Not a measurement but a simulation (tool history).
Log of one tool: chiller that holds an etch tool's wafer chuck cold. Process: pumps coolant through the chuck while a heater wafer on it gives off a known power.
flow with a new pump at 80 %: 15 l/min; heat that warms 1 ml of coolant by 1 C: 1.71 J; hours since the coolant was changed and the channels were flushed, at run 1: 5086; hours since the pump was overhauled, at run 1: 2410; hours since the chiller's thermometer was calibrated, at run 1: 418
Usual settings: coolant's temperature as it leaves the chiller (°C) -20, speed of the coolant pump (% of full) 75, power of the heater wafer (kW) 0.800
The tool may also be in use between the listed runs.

run	hour	coolant's temperature as it leaves the chiller (°C)	speed of the coolant pump (% of full)	power of the heater wafer (kW)	hours since the coolant was changed and the channels were flushed	hours since the pump was overhauled	hours since the chiller's thermometer was calibrated	chuck's temperature once it has settled (°C)	how much warmer the coolant comes back (C)
1	0.0	-20	75	0.800	5086	2410	418	-13.4	2.06
2	106.9	-20	75	0.976	5193	2517	525	-11.9	2.52
3	200.7	-20	75	0.976	5287	2611	618	-11.9	2.46
4	358.2	-20	75	0.766	5445	2769	776	-13.7	2.01
5	525.3	-20	75	0.800	5612	2936	943	-13.3	2.07
6	674.8	-20	75	0.800	5761	3085	1092	-13.4	2.05
7	838.5	-20	75	0.800	5925	3249	1256	-13.3	2.11
8	1027.8	-19	75	0.800	6114	3438	1446	-12.2	2.09
9	1220.3	-19	75	0.800	6307	3631	1638	-12.2	2.08
10	1370.8	-20	74	0.800	6457	3781	1789	-13.0	2.16
11	1549.2	-20	74	0.800	6636	3960	1967	-13.0	2.13
12	1637.7	-20	74	0.800	6724	4048	2055	-13.0	2.16
13	1818.3	-20	74	0.800	6905	4229	2236	-13.1	2.10
14	1909.3	-21	75	0.800	6996	4320	2327	-14.2	2.10
15	2070.9	-20	75	0.800	7157	4481	2489	-13.1	2.10
16	2172.8	-20	75	0.800	7259	4583	2590	-13.1	2.13
17	2341.1	-11	73	0.686	7427	4751	2759	-4.9	1.90
18	2422.1	-20	79	0.508	7508	4832	2840	-15.8	1.26
19	2555.5	-23	79	0.508	7642	4966	2973	-18.9	1.27
20	2748.3	-23	79	0.733	7835	5159	3166	-17.0	1.88
21	2831.9	-23	95	0.733	7918	5242	3250	-17.8	1.52
22	2954.9	-22	95	1.135	8041	5365	3373	-13.8	2.34
23	3045.2	-22	95	1.135	8132	5456	3463	-13.6	2.34
24	3174.1	-22	95	1.135	8260	5584	3592	-13.7	2.33
# hour 3189.3: coolant changed, channels flushed
25	3273.8	-22	95	1.135	85	5678	3686	-15.2	2.37
26	3429.0	-23	75	0.955	240	5833	3841	-15.8	2.53
27	3590.4	-28	75	0.800	401	5995	4002	-22.0	2.19
28	3689.6	-28	75	0.800	500	6094	4101	-22.3	2.14
# hour 3821.4: chiller's thermometer calibrated
29	3876.4	-18	75	0.480	686	6280	55	-14.3	1.32
30	4035.7	-18	75	0.480	845	6439	214	-14.2	1.29
31	4221.8	-18	75	0.480	1032	6625	400	-14.3	1.26

Some steps in chuck's temperature once it has settled (°C) between neighbouring runs. How much of each would the tool show without its hidden state too (settings, what came in, random variation), and how much is left for the hidden state, with any gauge scatter that isn't in both results?
The hidden state here: heat passed by the chuck's channels, % of clean ones'; flow at a given pump speed, % of a new pump's; coolant's true temperature over the reading, C; drift of the gauge itself on chuck_c, C; drift of the gauge itself on warmer_back_c, C.
Run 16 -> 17: coolant's temperature as it leaves the chiller (°C) -20 -> -11, speed of the coolant pump (% of full) 75 -> 73, power of the heater wafer (kW) 0.800 -> 0.686. chuck's temperature once it has settled (°C) +8.2: hidden state -0.1, all else +8.3.
Run 17 -> 18: coolant's temperature as it leaves the chiller (°C) -11 -> -20, speed of the coolant pump (% of full) 73 -> 79, power of the heater wafer (kW) 0.686 -> 0.508. chuck's temperature once it has settled (°C) -10.9: hidden state -0.3, all else -10.6.
Run 19 -> 20: power of the heater wafer (kW) 0.508 -> 0.733. chuck's temperature once it has settled (°C) +1.9: hidden state +0.4, all else +1.5.
Run 21 -> 22: coolant's temperature as it leaves the chiller (°C) -23 -> -22, power of the heater wafer (kW) 0.733 -> 1.135. chuck's temperature once it has settled (°C) +4.0: hidden state +0.7, all else +3.3.
Run 24 -> 25: coolant changed, channels flushed. chuck's temperature once it has settled (°C) -1.5: hidden state -1.7, all else +0.2.
Run 28 -> 29: coolant's temperature as it leaves the chiller (°C) -28 -> -18, power of the heater wafer (kW) 0.800 -> 0.480, chiller's thermometer calibrated. chuck's temperature once it has settled (°C) +8.0: hidden state +0.2, all else +7.8.
